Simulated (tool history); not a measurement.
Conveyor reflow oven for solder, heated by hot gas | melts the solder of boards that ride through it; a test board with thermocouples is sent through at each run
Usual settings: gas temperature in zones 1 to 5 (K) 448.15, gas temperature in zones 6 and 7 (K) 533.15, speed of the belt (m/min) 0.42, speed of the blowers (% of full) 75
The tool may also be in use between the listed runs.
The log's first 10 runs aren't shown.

| run | hour | gas temperature in zones 1 to 5 (K) | gas temperature in zones 6 and 7 (K) | speed of the belt (m/min) | speed of the blowers (% of full) | highest temperature of the board (K) | time above the solder's melting point (s) |
|---|---|---|---|---|---|---|---|
| 11 | 63.8 | 448.15 | 533.15 | 0.42 | 53 | 516.55 | 55.2 |
| 12 | 68.1 | 448.15 | 533.15 | 0.42 | 53 | 516.45 | 55.3 |
| 13 | 73.2 | 448.15 | 533.15 | 0.42 | 53 | 516.55 | 55.3 |
| 14 | 80.2 | 448.15 | 533.15 | 0.42 | 53 | 516.35 | 55.3 |
| 15 | 84.2 | 448.15 | 533.15 | 0.42 | 75 | 522.45 | 63.4 |
| 16 | 88.1 | 448.15 | 533.15 | 0.42 | 75 | 522.55 | 63.5 |
| 17 | 94.3 | 448.15 | 533.15 | 0.42 | 75 | 522.45 | 63.9 |
| 18 | 102.8 | 448.15 | 533.15 | 0.42 | 75 | 522.65 | 63.4 |
| 19 | 110.7 | 448.15 | 532.15 | 0.493 | 75 | 517.25 | 48.1 |
| 20 | 119.2 | 444.15 | 535.15 | 0.42 | 75 | 523.85 | 63 |
| 21 | 124.6 | 449.15 | 537.15 | 0.411 | 64 | 524.75 | 66 |
| 22 | 129 | 449.15 | 537.15 | 0.411 | 64 | 524.25 | 65.7 |
| 23 | 138.2 | 455.15 | 537.15 | 0.411 | 88 | 529.85 | 74.3 |
| 24 | 145.4 | 455.15 | 537.15 | 0.411 | 88 | 529.85 | 74.3 |
| 25 | 154.5 | 448.15 | 533.15 | 0.364 | 75 | 525.85 | 78.1 |
| 26 | 162.2 | 459.15 | 546.15 | 0.494 | 77 | 531.65 | 62.5 |
| 27 | 167.9 | 459.15 | 546.15 | 0.494 | 77 | 531.65 | 62.7 |
| 28 | 176.2 | 461.15 | 546.15 | 0.405 | 77 | 537.55 | 81.7 |
| 29 | 181.5 | 443.15 | 546.15 | 0.362 | 51 | 531.35 | 78.4 |
| 30 | 187.2 | 440.15 | 531.15 | 0.45 | 69 | 515.65 | 49 |
| 31 | 194.7 | 444.15 | 533.15 | 0.438 | 75 | 520.85 | 57.3 |
| 32 | 202 | 448.15 | 533.15 | 0.42 | 63 | 519.45 | 59.6 |

3 ways to go on from here, each from the tool as it stands after run 32. What would each give?
| A | 206.3 | 448.15 | 533.15 | 0.476 | 75 | ? | ? |
| B | 206.3 | 448.15 | 522.15 | 0.42 | 63 | ? | ? |
| C | 206.3 | 458.15 | 544.15 | 0.42 | 66 | ? | ? |

| run | highest temperature of the board (K) | time above the solder's melting point (s) |
|---|---|---|
| A | 518.85 | 51.8 |
| B | 509.95 | 49.2 |
| C | 532.05 | 73.8 |
Without the tool's hidden state the same runs would have given:
| run | highest temperature of the board (K) | time above the solder's melting point (s) |
|---|---|---|
| A | 518.25 | 51.3 |
| B | 509.05 | 48.1 |
| C | 531.15 | 73 |

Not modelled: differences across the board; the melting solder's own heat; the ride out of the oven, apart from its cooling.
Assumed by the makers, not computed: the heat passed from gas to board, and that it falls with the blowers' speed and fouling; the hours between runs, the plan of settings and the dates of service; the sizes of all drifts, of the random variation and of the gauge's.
